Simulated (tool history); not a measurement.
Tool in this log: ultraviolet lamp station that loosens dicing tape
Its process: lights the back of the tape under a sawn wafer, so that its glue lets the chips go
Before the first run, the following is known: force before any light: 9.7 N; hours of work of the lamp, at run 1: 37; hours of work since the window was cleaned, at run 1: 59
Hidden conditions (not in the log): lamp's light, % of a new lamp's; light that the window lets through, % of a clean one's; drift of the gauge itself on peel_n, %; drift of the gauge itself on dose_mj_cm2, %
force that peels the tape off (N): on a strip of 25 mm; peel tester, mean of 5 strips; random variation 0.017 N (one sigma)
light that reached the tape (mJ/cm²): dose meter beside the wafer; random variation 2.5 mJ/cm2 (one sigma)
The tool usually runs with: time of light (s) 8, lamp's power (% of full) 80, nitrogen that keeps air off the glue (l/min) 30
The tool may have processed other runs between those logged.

run	hour	time of light (s)	lamp's power (% of full)	nitrogen that keeps air off the glue (l/min)	hours of work of the lamp	hours of work since the window was cleaned	force that peels the tape off (N)	light that reached the tape (mJ/cm²)
1	0	8	80	30	37	59	0.914	281
2	10.8	8	80	30	44	66	0.886	285
3	16.5	8	85	30	47	69	0.782	302
4	22.6	8	85	30	51	73	0.793	296
5	34.1	8	80	30	58	80	0.927	280
6	41.7	9	80	30	63	85	0.704	312
7	49	9	80	30	67	89	0.743	314
8	58.3	8	80	30	73	95	0.925	279
9	69.9	8	80	30	80	102	0.937	278
10	81	8	74	30	87	109	1.156	252
11	89.6	12	80	30	92	114	0.373	407
12	102.8	8	80	10	100	123	1.828	276
13	113.1	10	80	30	107	129	0.6	336
14	122.7	5	80	30	113	135	2.291	175
15	130.7	5	80	30	118	140	2.318	171
16	137.3	5	80	30	122	144	2.263	166
17	144.1	5	80	30	126	148	2.326	165
18	156.8	8	100	30	134	156	0.616	334
19	163.9	8	100	30	138	161	0.62	336
20	170.9	8	100	30	143	165	0.612	332
21	183.7	8	100	18	151	173	0.881	333
22	191	8	80	30	155	177	1.066	258
23	198.7	8	80	30	160	182	1.08	262
24	209	9	78	30	166	188	0.881	287
25	220	9	78	30	173	195	0.894	286
# hour 228.9: window cleaned of glue's vapour
26	228.9	10	80	17	178	0	0.993	319
27	239	5	80	37	185	6	2.272	163
28	247.4	5	80	37	190	11	2.358	161
29	258.1	14	78	43	196	18	0.255	424
30	270.8	8	62	26	204	26	1.95	192
31	280.7	8	68	45	210	32	1.349	213
32	286.7	14	80	12	214	36	0.59	437
33	295.2	7	98	40	219	41	0.909	266
# hour 296.7: window cleaned of glue's vapour, once more
34	308	7	98	40	227	7	0.658	299
35	315.8	9	79	44	232	12	0.58	314
36	328.3	8	65	29	239	20	1.513	226
37	340.9	8	72	30	247	27	1.166	247
38	352.6	8	72	30	254	35	1.185	247
39	362.6	8	72	30	261	41	1.212	250
40	371	8	72	30	266	46	1.162	249

What will run 41 give?
41	376.4	8	81	9	269	49	?	?

{"run 41": {"force that peels the tape off (N)": 1.884, "light that reached the tape (mJ/cm²)": 273}}
Had the tool carried no hidden state, the very same run would have given force that peels the tape off (N) 1.668, light that reached the tape (mJ/cm²) 294.

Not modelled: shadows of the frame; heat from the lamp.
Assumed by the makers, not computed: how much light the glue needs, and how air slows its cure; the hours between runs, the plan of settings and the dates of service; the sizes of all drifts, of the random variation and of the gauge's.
